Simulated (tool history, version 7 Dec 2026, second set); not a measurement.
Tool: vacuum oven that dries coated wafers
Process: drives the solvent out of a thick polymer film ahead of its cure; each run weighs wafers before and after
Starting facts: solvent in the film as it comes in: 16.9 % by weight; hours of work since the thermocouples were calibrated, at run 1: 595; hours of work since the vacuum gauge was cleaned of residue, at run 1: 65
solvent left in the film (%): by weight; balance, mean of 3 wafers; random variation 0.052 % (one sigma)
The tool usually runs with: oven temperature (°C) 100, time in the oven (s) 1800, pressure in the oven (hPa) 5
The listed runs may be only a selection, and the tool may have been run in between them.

run,hour,oven temperature (°C),time in the oven (s),pressure in the oven (hPa),hours of work since the thermocouples were calibrated,hours of work since the vacuum gauge was cleaned of residue,solvent left in the film (%)
1,0,100,1800,5,595,65,1.63
2,11.1,100,1800,5,600,70,1.69
3,18.4,100,1440,5,603,73,2.16
4,24.8,100,1440,19.5,605,75,4.99
5,36.6,100,2340,5,610,80,1.28
6,42.5,100,2340,5,613,82,1.3
7,52.7,100,1800,5,617,87,1.57
8,65.6,100,1080,5,622,92,2.97
9,76.2,100,1800,5,626,96,1.6
10,89,100,1800,5,631,101,1.59
11,98.9,100,1800,5,635,105,1.73
12,104.9,100,1800,11.4,638,108,2.92
13,114.8,100,3060,5,642,112,1.18
14,126.3,95,3060,5,647,116,1.67
15,135.8,95,3060,3.49,650,120,1.27
16,148.5,110,1800,5,656,126,0.81
17,155.5,110,1800,5,659,128,0.76
18,166.2,110,1800,5,663,133,0.8
19,178.1,110,1800,5,668,138,0.81
20,189.4,110,1800,5,672,142,0.82
21,196.6,100,1800,5,675,145,1.7
22,208.4,100,1800,5,680,150,1.71
23,220.3,101,1860,5.93,685,155,1.65
24,228.4,104,1800,5.85,688,158,1.33
25,236.3,104,1800,5.85,691,161,1.31
26,243.5,100,1080,5.43,694,164,3.31
27,251.9,91,2640,5.43,698,168,2.94
# hour 254.2: vacuum gauge cleaned of residue and calibrated
28,263.8,86,2640,7.72,702,4,5.09
29,270.7,91,1620,14.52,705,7,6.93
30,279.7,91,1620,14.52,708,10,6.89
# hour 285: vacuum gauge cleaned of residue and calibrated, once more
31,294.4,115,1800,5.55,714,4,0.7
32,303.3,115,1800,5.55,717,7,0.72
33,310.2,113,3000,17.54,720,10,2.29
34,321.2,92,3060,7.58,725,15,2.77
35,331.8,92,3060,7.58,729,19,2.76
36,343,92,3060,7.58,734,24,2.85
37,351.8,92,3060,7.58,737,27,2.76
38,364.6,114,1500,8.84,742,32,1.22
39,373.1,112,960,6.12,746,36,1.21
40,381.3,97,1740,3.01,749,39,1.89
41,388.5,97,1740,3.01,752,42,1.86
42,397.6,86,1740,15.31,756,46,8.65
43,407.4,105,1800,15.31,760,50,2.91
44,421.3,105,1800,8.2,765,55,1.62

Branching from run 44: 3 alternative next runs. What would each branch give?
A,430.9,105,1800,3.88,769,59,?
B,430.9,108,2880,5,769,59,?
C,430.9,114,1800,2.95,769,59,?

run,solvent left in the film (%)
A,0.92
B,0.84
C,0.44
Without the tool's unlogged condition, the same runs would have read:
run,solvent left in the film (%)
A,0.8
B,0.77
C,0.39
